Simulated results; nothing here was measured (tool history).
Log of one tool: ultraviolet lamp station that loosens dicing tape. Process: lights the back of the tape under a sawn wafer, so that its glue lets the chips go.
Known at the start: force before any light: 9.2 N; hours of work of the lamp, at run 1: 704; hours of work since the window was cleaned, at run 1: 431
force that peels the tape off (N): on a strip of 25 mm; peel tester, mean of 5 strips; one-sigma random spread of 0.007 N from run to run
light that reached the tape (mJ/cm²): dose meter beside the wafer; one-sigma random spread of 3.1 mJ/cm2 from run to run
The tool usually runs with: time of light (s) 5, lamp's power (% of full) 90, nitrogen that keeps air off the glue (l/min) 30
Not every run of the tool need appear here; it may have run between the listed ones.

run,hour,time of light (s),lamp's power (% of full),nitrogen that keeps air off the glue (l/min),hours of work of the lamp,hours of work since the window was cleaned,force that peels the tape off (N),light that reached the tape (mJ/cm²)
1,0.0,5,90,30,704,431,0.349,385
2,12.6,5,90,30,711,439,0.355,387
3,25.4,5,68,30,719,447,0.666,294
4,48.6,5,68,30,733,460,0.625,287
5,65.0,5,68,30,743,470,0.633,287
6,76.9,5,90,9,750,477,0.747,379
7,97.5,5,90,9,762,490,0.763,370
8,116.2,5,90,30,773,501,0.357,372
# hour 123.7: window cleaned of glue's vapour
9,131.9,5,90,30,782,5,0.285,426
10,153.3,5,90,30,795,18,0.298,421
11,172.7,5,90,30,807,29,0.292,427
12,187.0,5,90,30,815,38,0.297,423
13,208.6,5,93,30,828,51,0.283,436
14,225.0,3,78,41,838,61,1.005,218
15,243.8,4,90,10,849,72,0.904,334
16,264.6,3,85,48,862,84,0.780,237
17,285.1,6,76,29,874,97,0.299,415
18,301.8,6,76,29,884,107,0.314,419
19,322.0,6,79,29,896,119,0.292,431
20,346.9,5,78,30,911,134,0.408,353
21,370.2,5,78,30,925,148,0.418,349
22,388.6,2,76,53,936,159,2.069,135
23,413.1,2,76,53,951,173,1.999,134
24,440.0,5,81,53,967,189,0.321,360
25,456.6,3,81,56,977,199,0.939,208

Selected run-to-run steps in force that peels the tape off (N), each split into two signed amounts: the part the tool would show with no hidden state at all (from settings, incoming material and random variation), and the remainder, which goes to the hidden state together with any gauge scatter not common to the measured and the hidden-state-free results:
The tool's hidden condition here consists of: lamp's light, % of a new lamp's; light that the window lets through, % of a clean one's; drift of the gauge itself on peel_n, %; drift of the gauge itself on dose_mj_cm2, %.
Run 21 -> 22: time of light (s) 5 -> 2, lamp's power (% of full) 78 -> 76, nitrogen that keeps air off the glue (l/min) 30 -> 53. force that peels the tape off (N) +1.651: hidden state +0.372, all else +1.279.
Run 23 -> 24: time of light (s) 2 -> 5, lamp's power (% of full) 76 -> 81. force that peels the tape off (N) -1.678: hidden state -0.409, all else -1.269.
